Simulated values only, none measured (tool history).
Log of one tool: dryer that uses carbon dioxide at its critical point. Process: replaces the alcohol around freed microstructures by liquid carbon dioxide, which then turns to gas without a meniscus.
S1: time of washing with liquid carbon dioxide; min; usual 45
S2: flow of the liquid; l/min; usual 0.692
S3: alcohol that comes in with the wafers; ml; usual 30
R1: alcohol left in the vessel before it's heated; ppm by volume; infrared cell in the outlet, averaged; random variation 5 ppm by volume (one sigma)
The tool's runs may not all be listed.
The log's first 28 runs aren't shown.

Run 29, hour 399.5: usual settings but S2 1.159 l/min, S3 84 ml. Result: R1 97 ppm by volume.
Run 30, hour 409.7: usual settings but S1 37 min, S2 1.159 l/min, S3 84 ml. Result: R1 119 ppm by volume.
Run 31, hour 426.7: usual settings but S1 35 min, S2 1.056 l/min. Result: R1 113 ppm by volume.
Run 32, hour 446.7: usual settings but S1 35 min, S2 0.546 l/min, S3 114 ml. Result: R1 586 ppm by volume.
Run 33, hour 463: usual settings but S1 35 min, S2 0.546 l/min, S3 114 ml. Result: R1 588 ppm by volume.
Run 34, hour 480.2: usual settings but S1 48 min, S2 0.61 l/min, S3 51 ml. Result: R1 146 ppm by volume.
Run 35, hour 491.4: usual settings but S1 48 min, S2 0.61 l/min, S3 51 ml. Result: R1 154 ppm by volume.
Run 36, hour 507: usual settings but S2 0.79 l/min, S3 22 ml. Result: R1 128 ppm by volume.
Run 37, hour 527.4: usual settings but S2 0.79 l/min, S3 22 ml. Result: R1 131 ppm by volume.
Run 38, hour 546.7: usual settings but S1 69 min, S2 1.109 l/min, S3 23 ml. Result: R1 129 ppm by volume.
Run 39, hour 560.1: usual settings but S1 69 min, S2 1.109 l/min, S3 23 ml. Result: R1 138 ppm by volume.
Run 40, hour 569.5: usual settings but S1 37 min, S2 1.084 l/min, S3 23 ml. Result: R1 130 ppm by volume.
Run 41, hour 583.1: usual settings but S1 35 min, S2 0.518 l/min. Result: R1 296 ppm by volume.
Run 42, hour 603.4: usual settings but S1 66 min, S2 0.518 l/min. Result: R1 150 ppm by volume.
Run 43, hour 617.1: usual settings but S1 66 min, S2 0.518 l/min. Result: R1 137 ppm by volume.
Run 44, hour 637.2: usual settings but S1 66 min, S2 0.518 l/min. Result: R1 155 ppm by volume.
Run 45, hour 649.3: usual settings but S3 26 ml. Result: R1 143 ppm by volume.
Run 46, hour 660.8: usual settings but S1 63 min. Result: R1 154 ppm by volume.

Forecast each of these 5 alternatives for the next run:
Run A, hour 680.5: usual settings but S2 0.661 l/min, S3 36 ml. Result: R1 ?.
Run B, hour 680.5: usual settings but S1 66 min. Result: R1 ?.
Run C, hour 680.5: usual settings but S1 36 min, S2 0.65 l/min, S3 51 ml. Result: R1 ?.
Run D, hour 680.5: usual settings but S1 57 min, S3 85 ml. Result: R1 ?.
Run E, hour 680.5: usual settings but S1 57 min, S2 0.64 l/min, S3 76 ml. Result: R1 ?.

run   R1
  A  177
  B  156
  C  243
  D  161
  E  153
Without the tool's hidden state the same runs would have given:
run  R1
  A  21
  B  11
  C  74
  D  12
  E   8
